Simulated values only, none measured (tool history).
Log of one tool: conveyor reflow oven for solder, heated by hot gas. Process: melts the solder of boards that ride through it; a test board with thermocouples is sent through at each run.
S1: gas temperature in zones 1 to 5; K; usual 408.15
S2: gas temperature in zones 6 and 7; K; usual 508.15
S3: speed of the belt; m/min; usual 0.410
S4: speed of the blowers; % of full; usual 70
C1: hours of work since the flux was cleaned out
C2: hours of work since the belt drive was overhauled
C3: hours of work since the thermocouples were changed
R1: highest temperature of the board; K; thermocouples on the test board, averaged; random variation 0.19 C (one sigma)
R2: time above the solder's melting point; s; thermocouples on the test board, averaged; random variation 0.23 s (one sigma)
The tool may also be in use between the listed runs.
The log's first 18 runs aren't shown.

run     day      S1      S2     S3  S4   C1   C2   C3      R1    R2
 19  16.075  408.15  513.15  0.410  70   81   92  694  498.25  71.1
 20  16.762  419.15  508.15  0.410  78   93  104  706  496.85  74.9
 21  17.617  419.15  513.15  0.487  66  107  119  720  492.85  59.5
 22  18.433  419.15  513.15  0.487  66  121  133  734  492.75  59.2
 23  19.421  419.15  513.15  0.487  66  138  150  751  492.95  59.3
 24  20.275  397.15  497.15  0.334  65  153  164  766  486.25  73.0
 25  21.088  415.15  515.15  0.410  70  167  178  780  500.75  75.6
 26  21.767  408.15  497.15  0.410  70  179  190  791  483.65  58.7
 27  22.304  423.15  508.15  0.435  70  188  199  800  494.15  69.9
 28  23.342  409.15  508.15  0.431  52  205  217  818  485.45  56.0
 29  24.088  409.15  508.15  0.431  52  218  230  831  485.25  55.6
 30  24.700  409.15  508.15  0.431  52  229  240  841  485.45  55.9
 31  25.438  413.15  506.15  0.459  74  241  253  854  490.05  59.6

Forecast each of these 3 alternatives for the next run:
     25.621  -- thermocouples of zones 6 and 7 changed
  A  26.592  413.15  506.15  0.383  74  260  271  17   ?   ?
     25.621  -- thermocouples of zones 6 and 7 changed
  B  26.592  408.15  497.15  0.410  70  260  271  17   ?   ?
     25.621  -- thermocouples of zones 6 and 7 changed
  C  26.592  413.15  506.15  0.459  55  260  271  17   ?   ?

run      R1    R2
  A  494.85  76.2
  B  483.15  58.5
  C  483.45  51.5
Without the tool's hidden state the same runs would have given:
run      R1    R2
  A  495.05  76.3
  B  483.25  58.7
  C  483.55  51.6
